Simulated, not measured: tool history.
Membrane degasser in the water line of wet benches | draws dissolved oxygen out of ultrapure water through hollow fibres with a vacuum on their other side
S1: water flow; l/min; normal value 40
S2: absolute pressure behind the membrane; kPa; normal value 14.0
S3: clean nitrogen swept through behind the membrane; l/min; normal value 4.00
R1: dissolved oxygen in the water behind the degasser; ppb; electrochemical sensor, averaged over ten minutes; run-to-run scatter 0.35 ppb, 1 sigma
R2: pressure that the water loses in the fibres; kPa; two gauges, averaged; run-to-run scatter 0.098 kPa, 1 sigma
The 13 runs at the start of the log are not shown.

-- day=84.150 seals of the vacuum lines changed
run 14 day=86.325 | S1=46 S2=14.0 S3=4.00 | R1=296.9 R2=34.02
run 15 day=91.708 | S1=46 S2=14.0 S3=4.00 | R1=297.8 R2=33.97
run 16 day=95.404 | S1=40 S2=14.3 S3=4.00 | R1=266.3 R2=29.66
run 17 day=102.346 | S1=40 S2=17.8 S3=7.58 | R1=192.5 R2=29.74
run 18 day=106.938 | S1=40 S2=17.8 S3=5.66 | R1=251.7 R2=29.73
run 19 day=112.308 | S1=40 S2=17.8 S3=5.66 | R1=251.9 R2=29.63
run 20 day=116.104 | S1=40 S2=17.8 S3=5.66 | R1=252.2 R2=29.85
run 21 day=122.488 | S1=40 S2=17.8 S3=5.66 | R1=252.3 R2=29.62
run 22 day=127.238 | S1=27 S2=13.1 S3=4.00 | R1=163.8 R2=20.10
-- day=133.704 vacuum gauge calibrated
run 23 day=134.633 | S1=32 S2=14.0 S3=4.00 | R1=206.7 R2=23.74
run 24 day=140.712 | S1=32 S2=14.0 S3=4.00 | R1=206.8 R2=24.02
run 25 day=146.975 | S1=45 S2=32.1 S3=1.85 | R1=1324.1 R2=33.63
run 26 day=151.971 | S1=44 S2=14.0 S3=5.96 | R1=199.1 R2=32.97
run 27 day=157.583 | S1=27 S2=22.3 S3=2.04 | R1=555.3 R2=20.02
run 28 day=161.946 | S1=49 S2=14.1 S3=3.46 | R1=360.1 R2=36.81
-- day=164.746 membrane cartridge changed
run 29 day=169.262 | S1=40 S2=9.4 S3=8.44 | R1=76.6 R2=27.43
run 30 day=175.958 | S1=36 S2=9.6 S3=2.97 | R1=183.7 R2=24.75
run 31 day=183.183 | S1=32 S2=33.1 S3=4.00 | R1=541.1 R2=22.19
run 32 day=188.371 | S1=32 S2=26.4 S3=4.81 | R1=361.7 R2=22.26

Here are 3 independent what-if runs from the current tool condition. What would each one return?
run A day=195.008 | S1=27 S2=14.0 S3=2.35 | R1=? R2=?
run B day=195.008 | S1=40 S2=9.5 S3=10.64 | R1=? R2=?
run C day=195.008 | S1=26 S2=11.9 S3=4.81 | R1=? R2=?

run=A R1=287.0 R2=18.91
run=B R1=63.5 R2=27.82
run=C R1=115.9 R2=18.04
Without the tool's hidden state the same runs would have given:
run=A R1=282.7 R2=18.81
run=B R1=62.0 R2=27.67
run=C R1=113.8 R2=17.95
